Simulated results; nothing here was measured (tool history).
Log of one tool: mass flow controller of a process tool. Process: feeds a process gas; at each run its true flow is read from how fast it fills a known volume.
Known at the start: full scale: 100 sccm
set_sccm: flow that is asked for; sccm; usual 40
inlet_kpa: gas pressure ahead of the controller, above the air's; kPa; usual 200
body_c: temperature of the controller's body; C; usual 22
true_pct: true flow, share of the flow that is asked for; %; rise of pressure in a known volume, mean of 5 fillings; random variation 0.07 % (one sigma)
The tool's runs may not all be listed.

| run | hour | set_sccm | inlet_kpa | body_c | true_pct |
|---|---|---|---|---|---|
| 1 | 0.0 | 40 | 200 | 22 | 98.23 |
| 2 | 102.5 | 40 | 200 | 22 | 98.24 |
| 3 | 196.0 | 31 | 200 | 22 | 98.06 |
| 4 | 361.1 | 31 | 200 | 22 | 98.09 |
| 5 | 440.6 | 31 | 200 | 22 | 97.94 |
| 6 | 563.6 | 40 | 220 | 22 | 98.23 |
| 7 | 716.6 | 40 | 220 | 22 | 98.04 |
| 8 | 873.2 | 40 | 220 | 22 | 98.07 |
| 9 | 1028.4 | 40 | 226 | 22 | 97.96 |
| 10 | 1135.7 | 40 | 226 | 22 | 97.89 |
| 11 | 1217.7 | 40 | 226 | 22 | 97.92 |
| 12 | 1297.5 | 40 | 226 | 22 | 97.88 |
| 13 | 1411.3 | 40 | 226 | 22 | 97.91 |
| 14 | 1564.3 | 40 | 200 | 22 | 97.90 |
| 15 | 1724.2 | 63 | 200 | 22 | 98.40 |
| 16 | 1890.2 | 63 | 200 | 22 | 98.37 |
| 17 | 1989.9 | 40 | 200 | 22 | 97.81 |
| 18 | 2102.7 | 40 | 200 | 22 | 97.94 |
| 19 | 2231.1 | 40 | 200 | 22 | 97.85 |
| 20 | 2351.5 | 40 | 200 | 22 | 97.71 |
| 21 | 2452.7 | 40 | 200 | 22 | 97.72 |
| 22 | 2544.1 | 40 | 200 | 22 | 97.68 |
| 23 | 2664.5 | 40 | 200 | 22 | 97.72 |
| 24 | 2765.4 | 40 | 200 | 22 | 97.64 |
| 25 | 2949.9 | 40 | 200 | 22 | 97.67 |
| 26 | 3076.7 | 40 | 236 | 20 | 97.51 |
| 27 | 3191.9 | 57 | 200 | 27 | 98.43 |
| 28 | 3326.1 | 57 | 195 | 34 | 98.87 |
| 29 | 3458.9 | 56 | 210 | 22 | 97.67 |
|  | 3502.4 | gauge calibrated |
| 30 | 3581.8 | 40 | 225 | 34 | 99.13 |
| 31 | 3744.0 | 40 | 193 | 36 | 99.33 |
| 32 | 3926.2 | 49 | 204 | 36 | 99.42 |
| 33 | 4107.8 | 46 | 228 | 21 | 98.20 |
| 34 | 4255.0 | 70 | 159 | 22 | 98.90 |
| 35 | 4372.6 | 76 | 254 | 23 | 98.86 |
| 36 | 4562.7 | 76 | 254 | 23 | 98.81 |
| 37 | 4690.7 | 76 | 254 | 23 | 98.86 |
| 38 | 4869.9 | 52 | 254 | 26 | 98.36 |
| 39 | 4999.7 | 52 | 254 | 26 | 98.24 |
| 40 | 5101.8 | 37 | 166 | 26 | 98.30 |
| 41 | 5237.3 | 37 | 166 | 26 | 98.33 |
| 42 | 5404.6 | 41 | 179 | 32 | 98.69 |
| 43 | 5589.5 | 40 | 201 | 22 | 97.73 |
| 44 | 5676.5 | 18 | 247 | 23 | 97.14 |
|  | 5812.9 | gauge calibrated |
| 45 | 5842.7 | 18 | 247 | 23 | 97.57 |
| 46 | 6027.3 | 18 | 247 | 23 | 97.52 |
| 47 | 6119.8 | 15 | 147 | 22 | 97.78 |

5 ways to go on from here, each from the tool as it stands after run 47. What would each give?
| A | 6265.9 | 15 | 198 | 22 | ? |
| B | 6265.9 | 15 | 242 | 35 | ? |
| C | 6265.9 | 37 | 244 | 38 | ? |
| D | 6265.9 | 17 | 220 | 20 | ? |
| E | 6265.9 | 93 | 159 | 22 | ? |

| run | true_pct |
|---|---|
| A | 97.49 |
| B | 98.37 |
| C | 99.16 |
| D | 97.39 |
| E | 99.58 |
Without the tool's hidden state the same runs would have given:
| run | true_pct |
|---|---|
| A | 97.61 |
| B | 98.50 |
| C | 99.28 |
| D | 97.51 |
| E | 99.69 |
